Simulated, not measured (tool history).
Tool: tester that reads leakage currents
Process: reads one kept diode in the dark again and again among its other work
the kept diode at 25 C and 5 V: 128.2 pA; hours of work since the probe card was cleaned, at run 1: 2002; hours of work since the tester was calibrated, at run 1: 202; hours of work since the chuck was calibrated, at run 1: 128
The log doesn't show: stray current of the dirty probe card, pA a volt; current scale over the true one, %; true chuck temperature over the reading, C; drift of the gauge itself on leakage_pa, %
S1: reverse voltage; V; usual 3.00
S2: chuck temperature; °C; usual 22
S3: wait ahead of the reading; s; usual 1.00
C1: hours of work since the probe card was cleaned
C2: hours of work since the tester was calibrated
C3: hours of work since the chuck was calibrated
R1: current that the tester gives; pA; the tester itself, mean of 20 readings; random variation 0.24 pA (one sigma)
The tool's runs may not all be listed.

Run 1, hour 0.0: usual settings; C1 2002; C2 202; C3 128. Result: R1 83.27 pA.
Run 2, hour 63.5: usual settings; C1 2031; C2 232; C3 158. Result: R1 83.16 pA.
At hour 72.7: probe card cleaned and baked.
Run 3, hour 127.1: usual settings; C1 25; C2 260; C3 186. Result: R1 81.23 pA.
Run 4, hour 194.1: usual settings; C1 57; C2 291; C3 217. Result: R1 81.76 pA.
Run 5, hour 250.3: usual settings but S1 1.20 V; C1 83; C2 317; C3 243. Result: R1 52.66 pA.
Run 6, hour 295.5: usual settings but S1 1.20 V; C1 104; C2 339; C3 265. Result: R1 52.64 pA.
Run 7, hour 336.1: usual settings but S1 2.18 V; C1 123; C2 357; C3 283. Result: R1 70.49 pA.
Run 8, hour 407.8: usual settings but S3 0.69 s; C1 156; C2 391; C3 317. Result: R1 82.51 pA.
Run 9, hour 450.5: usual settings but S3 0.69 s; C1 176; C2 411; C3 337. Result: R1 82.58 pA.
Run 10, hour 494.0: usual settings but S2 20 °C; C1 196; C2 431; C3 357. Result: R1 70.64 pA.
Run 11, hour 581.0: usual settings but S2 20 °C; C1 237; C2 472; C3 398. Result: R1 70.91 pA.
Run 12, hour 630.0: usual settings but S2 27 °C; C1 260; C2 494; C3 420. Result: R1 123.24 pA.
Run 13, hour 676.6: usual settings but S2 27 °C; C1 281; C2 516; C3 442. Result: R1 124.32 pA.
Run 14, hour 714.3: usual settings but S2 27 °C; C1 299; C2 534; C3 460. Result: R1 124.63 pA.
Run 15, hour 750.6: usual settings but S2 27 °C; C1 316; C2 551; C3 477. Result: R1 124.96 pA.
Run 16, hour 832.4: usual settings but S2 27 °C; C1 354; C2 589; C3 515. Result: R1 124.60 pA.
At hour 841.1: chuck's temperature calibrated.
Run 17, hour 888.3: usual settings but S2 27 °C; C1 379; C2 614; C3 22. Result: R1 126.16 pA.
Run 18, hour 928.1: usual settings but S2 27 °C; C1 398; C2 632; C3 41. Result: R1 126.02 pA.
Run 19, hour 998.2: usual settings but S1 1.61 V, S2 53 °C, S3 1.33 s; C1 430; C2 665; C3 73. Result: R1 600.28 pA.
Run 20, hour 1069.9: usual settings but S3 0.83 s; C1 464; C2 698; C3 107. Result: R1 86.27 pA.
Run 21, hour 1126.7: usual settings but S1 8.14 V, S2 27 °C, S3 7.75 s; C1 490; C2 725; C3 133. Result: R1 205.56 pA.
Run 22, hour 1171.0: usual settings but S1 10.72 V, S2 27 °C, S3 7.75 s; C1 511; C2 745; C3 154. Result: R1 234.98 pA.
Run 23, hour 1222.2: usual settings but S1 3.25 V, S2 32 °C, S3 2.57 s; C1 535; C2 769; C3 178. Result: R1 193.83 pA.
Run 24, hour 1282.9: usual settings but S1 3.25 V, S2 32 °C, S3 3.18 s; C1 563; C2 798; C3 206. Result: R1 194.77 pA.
At hour 1330.7: chuck's temperature calibrated, once more.
Run 25, hour 1332.5: usual settings but S1 1.57 V, S2 32 °C, S3 0.84 s; C1 585; C2 820; C3 1. Result: R1 126.63 pA.
Run 26, hour 1399.6: usual settings but S1 1.57 V, S2 32 °C, S3 0.84 s; C1 616; C2 851; C3 32. Result: R1 127.38 pA.
Run 27, hour 1482.7: usual settings but S3 1.66 s; C1 655; C2 890; C3 71. Result: R1 80.64 pA.
Run 28, hour 1522.0: usual settings but S3 1.66 s; C1 673; C2 908; C3 89. Result: R1 80.66 pA.
Run 29, hour 1605.0: usual settings but S2 33 °C, S3 9.62 s; C1 712; C2 947; C3 128. Result: R1 189.79 pA.
Run 30, hour 1664.3: usual settings but S1 5.25 V, S3 1.78 s; C1 739; C2 974; C3 155. Result: R1 106.49 pA.
Run 31, hour 1716.9: usual settings but S1 5.25 V, S3 1.78 s; C1 764; C2 999; C3 180. Result: R1 107.05 pA.
Run 32, hour 1776.9: usual settings but S1 19.81 V, S3 1.91 s; C1 792; C2 1027; C3 208. Result: R1 207.12 pA.

Forecast each of these 5 alternatives for the next run:
Run A, hour 1815.2: usual settings but S1 11.41 V, S2 31 °C; C1 810; C2 1045; C3 226. Result: R1 ?.
Run B, hour 1815.2: usual settings but S1 10.42 V, S2 57 °C, S3 0.30 s; C1 810; C2 1045; C3 226. Result: R1 ?.
Run C, hour 1815.2: usual settings but S1 16.75 V, S2 28 °C, S3 8.88 s; C1 810; C2 1045; C3 226. Result: R1 ?.
Run D, hour 1815.2: usual settings but S1 5.94 V, S2 57 °C, S3 0.56 s; C1 810; C2 1045; C3 226. Result: R1 ?.
Run E, hour 1815.2: usual settings but S2 30 °C, S3 0.66 s; C1 810; C2 1045; C3 226. Result: R1 ?.

run       R1
  A   314.92
  B  1840.15
  C   301.54
  D  1410.74
  E   153.03
Without the tool's hidden state the same runs would have given:
run       R1
  A   304.98
  B  1801.16
  C   290.33
  D  1381.37
  E   148.88

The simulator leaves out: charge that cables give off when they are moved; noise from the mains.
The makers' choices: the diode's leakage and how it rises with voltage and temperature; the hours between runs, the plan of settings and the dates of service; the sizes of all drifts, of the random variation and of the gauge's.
